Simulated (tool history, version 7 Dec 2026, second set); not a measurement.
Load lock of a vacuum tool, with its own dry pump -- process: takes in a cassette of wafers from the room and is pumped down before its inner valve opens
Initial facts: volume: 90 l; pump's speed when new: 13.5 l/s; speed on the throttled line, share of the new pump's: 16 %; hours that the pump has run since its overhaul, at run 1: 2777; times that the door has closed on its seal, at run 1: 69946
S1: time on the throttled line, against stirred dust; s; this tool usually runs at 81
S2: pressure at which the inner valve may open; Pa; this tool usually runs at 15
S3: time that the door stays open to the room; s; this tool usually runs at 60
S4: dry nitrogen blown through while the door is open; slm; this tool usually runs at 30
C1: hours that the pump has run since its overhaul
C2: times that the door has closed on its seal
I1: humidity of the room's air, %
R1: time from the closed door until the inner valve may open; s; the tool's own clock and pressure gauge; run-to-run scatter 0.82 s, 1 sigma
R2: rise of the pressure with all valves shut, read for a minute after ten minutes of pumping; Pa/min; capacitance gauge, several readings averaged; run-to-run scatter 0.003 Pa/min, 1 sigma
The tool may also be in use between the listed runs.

{"run": 1, "day": 0.0, "S1": 81, "S2": 15, "S3": 60, "S4": 30, "C1": 2777, "C2": 69946, "I1": 44.2, "R1": 126.5, "R2": 0.023}
{"run": 2, "day": 13.388, "S1": 81, "S2": 15, "S3": 60, "S4": 30, "C1": 3099, "C2": 71025, "I1": 43.1, "R1": 127.6, "R2": 0.018}
{"run": 3, "day": 25.238, "S1": 81, "S2": 15, "S3": 60, "S4": 30, "C1": 3383, "C2": 71980, "I1": 44.5, "R1": 127.0, "R2": 0.017}
{"run": 4, "day": 35.767, "S1": 81, "S2": 15, "S3": 60, "S4": 30, "C1": 3636, "C2": 72829, "I1": 42.4, "R1": 127.1, "R2": 0.022}
{"run": 5, "day": 53.325, "S1": 81, "S2": 15, "S3": 60, "S4": 5, "C1": 4057, "C2": 74244, "I1": 44.4, "R1": 127.5, "R2": 0.027}
{"day": 61.158, "done": "door's seal changed, seat wiped"}
{"run": 6, "day": 64.233, "S1": 81, "S2": 15, "S3": 60, "S4": 5, "C1": 4318, "C2": 248, "I1": 44.3, "R1": 127.8, "R2": 0.029}
{"run": 7, "day": 82.129, "S1": 81, "S2": 15, "S3": 60, "S4": 5, "C1": 4747, "C2": 1690, "I1": 45.5, "R1": 127.5, "R2": 0.029}
{"run": 8, "day": 98.692, "S1": 81, "S2": 15, "S3": 60, "S4": 8, "C1": 5145, "C2": 3025, "I1": 44.3, "R1": 127.1, "R2": 0.024}
{"run": 9, "day": 115.788, "S1": 81, "S2": 17, "S3": 60, "S4": 30, "C1": 5555, "C2": 4402, "I1": 42.6, "R1": 125.4, "R2": 0.02}
{"run": 10, "day": 132.821, "S1": 81, "S2": 17, "S3": 60, "S4": 30, "C1": 5964, "C2": 5775, "I1": 47.3, "R1": 125.6, "R2": 0.018}
{"run": 11, "day": 142.75, "S1": 81, "S2": 17, "S3": 60, "S4": 30, "C1": 6202, "C2": 6576, "I1": 46.5, "R1": 126.9, "R2": 0.02}
{"run": 12, "day": 160.229, "S1": 81, "S2": 17, "S3": 60, "S4": 30, "C1": 6621, "C2": 7984, "I1": 47.8, "R1": 126.2, "R2": 0.018}
{"run": 13, "day": 176.708, "S1": 81, "S2": 17, "S3": 60, "S4": 30, "C1": 7017, "C2": 9312, "I1": 43.3, "R1": 126.5, "R2": 0.019}
{"run": 14, "day": 184.638, "S1": 81, "S2": 15, "S3": 60, "S4": 30, "C1": 7207, "C2": 9951, "I1": 45.5, "R1": 126.5, "R2": 0.02}
{"run": 15, "day": 195.683, "S1": 81, "S2": 15, "S3": 60, "S4": 30, "C1": 7472, "C2": 10841, "I1": 45.9, "R1": 128.2, "R2": 0.014}
{"run": 16, "day": 209.283, "S1": 81, "S2": 15, "S3": 60, "S4": 30, "C1": 7799, "C2": 11937, "I1": 46.3, "R1": 125.6, "R2": 0.016}
{"run": 17, "day": 218.967, "S1": 81, "S2": 15, "S3": 60, "S4": 30, "C1": 8031, "C2": 12718, "I1": 42.5, "R1": 127.3, "R2": 0.014}
{"run": 18, "day": 234.904, "S1": 81, "S2": 15, "S3": 60, "S4": 10, "C1": 8414, "C2": 14002, "I1": 47.4, "R1": 127.0, "R2": 0.025}
{"run": 19, "day": 250.55, "S1": 81, "S2": 15, "S3": 181, "S4": 30, "C1": 8789, "C2": 15263, "I1": 42.3, "R1": 126.3, "R2": 0.031}

Expected results for the next run?
{"run": 20, "day": 262.067, "S1": 81, "S2": 15, "S3": 181, "S4": 30, "C1": 9066, "C2": 16191, "I1": 43.6, "R1": "?", "R2": "?"}

{"run 20": {"R1": 128.5, "R2": 0.024}}
Minus the tool's unlogged condition, the same run would have read R1 128.4 s, R2 0.024 Pa/min.

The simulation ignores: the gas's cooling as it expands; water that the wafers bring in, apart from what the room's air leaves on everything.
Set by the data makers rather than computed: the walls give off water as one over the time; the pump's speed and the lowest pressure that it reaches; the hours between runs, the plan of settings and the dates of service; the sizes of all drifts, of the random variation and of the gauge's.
